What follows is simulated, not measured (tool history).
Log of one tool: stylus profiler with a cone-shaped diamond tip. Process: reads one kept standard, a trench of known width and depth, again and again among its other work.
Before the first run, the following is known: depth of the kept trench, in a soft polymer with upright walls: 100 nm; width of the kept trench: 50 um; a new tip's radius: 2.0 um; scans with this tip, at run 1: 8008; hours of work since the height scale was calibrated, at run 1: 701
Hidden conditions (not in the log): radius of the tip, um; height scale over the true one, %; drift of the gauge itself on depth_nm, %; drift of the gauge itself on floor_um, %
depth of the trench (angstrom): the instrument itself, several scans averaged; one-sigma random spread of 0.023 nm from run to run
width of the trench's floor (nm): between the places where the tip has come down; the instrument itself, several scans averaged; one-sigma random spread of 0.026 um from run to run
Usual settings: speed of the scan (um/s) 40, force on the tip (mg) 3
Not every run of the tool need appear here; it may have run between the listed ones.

run    hour  speed of the scan (um/s)  force on the tip (mg)  scans with this tip  hours of work since the height scale was calibrated  depth of the trench (angstrom)  width of the trench's floor (nm)
  1       0                        40                      3                 8008                                                  701                          1018.7                             48400
  2    44.1                        40                      3                 8220                                                  720                          1018.5                             48390
  3   101.6                        40                      3                 8496                                                  744                          1018.9                             48410
  4   165.4                        40                      3                 8802                                                  771                          1019.1                             48400
  5   236.4                        40                   5.06                 9142                                                  801                            1026                             48460
  6   304.6                        40                   5.06                 9469                                                  829                            1026                             48440
  7   347.1                        40                   5.06                 9673                                                  847                          1026.1                             48450
  8   386.4                        40                   5.06                 9861                                                  864                          1026.1                             48410
  9   433.2                        40                   5.06                10086                                                  883                          1026.5                             48390
 10   470.5                        40                   5.06                10265                                                  899                            1026                             48460
      512.3  -- height scale calibrated on a step standard
 11   533.3                        40                   5.06                10563                                                    9                          1028.2                             48480
 12   590.9                        40                      3                10840                                                   33                          1021.6                             48380
 13   641.3                        40                    1.2                11081                                                   54                          1014.3                             48220
 14   713.2                        40                    1.2                11426                                                   84                          1014.6                             48190
 15   751.6                        40                      3                11610                                                  101                          1021.7                             48410
        756  -- height scale calibrated on a step standard, once more
 16   786.4                        40                      3                11775                                                   13                          1016.5                             48340
 17     852                        40                      3                12089                                                   40                          1016.6                             48320
 18   882.5                        40                      3                12235                                                   53                          1016.5                             48340
 19   944.9                        40                      3                12535                                                   79                          1016.5                             48350
 20    1006                        40                      3                12828                                                  105                          1016.8                             48360
 21  1038.5                        21                   5.39                12984                                                  119                          1024.3                             48490
 22  1074.4                        21                   5.39                13156                                                  134                          1024.8                             48490
 23  1106.1                        40                   1.57                13308                                                  147                          1010.7                             48260
 24  1168.5                        40                   1.57                13607                                                  173                            1011                             48220
 25  1200.4                        35                   4.67                13760                                                  187                          1022.5                             48380
 26  1270.9                        35                   4.67                14098                                                  216                          1022.4                             48370
 27    1319                        77                   4.35                14329                                                  236                          1021.8                             48190
 28  1375.2                       129                   5.63                14598                                                  260                          1025.7                             47980

Estimate the outcome of run 29 from the log above:
 29  1421.2                       129                   5.63                14819                                                  279                               ?                                 ?

{"run 29": {"depth of the trench (angstrom)": 1025.4, "width of the trench's floor (nm)": 48000}}
Minus the tool's unlogged condition, the same run would have read depth of the trench (angstrom) 1024.5, width of the trench's floor (nm) 48210.
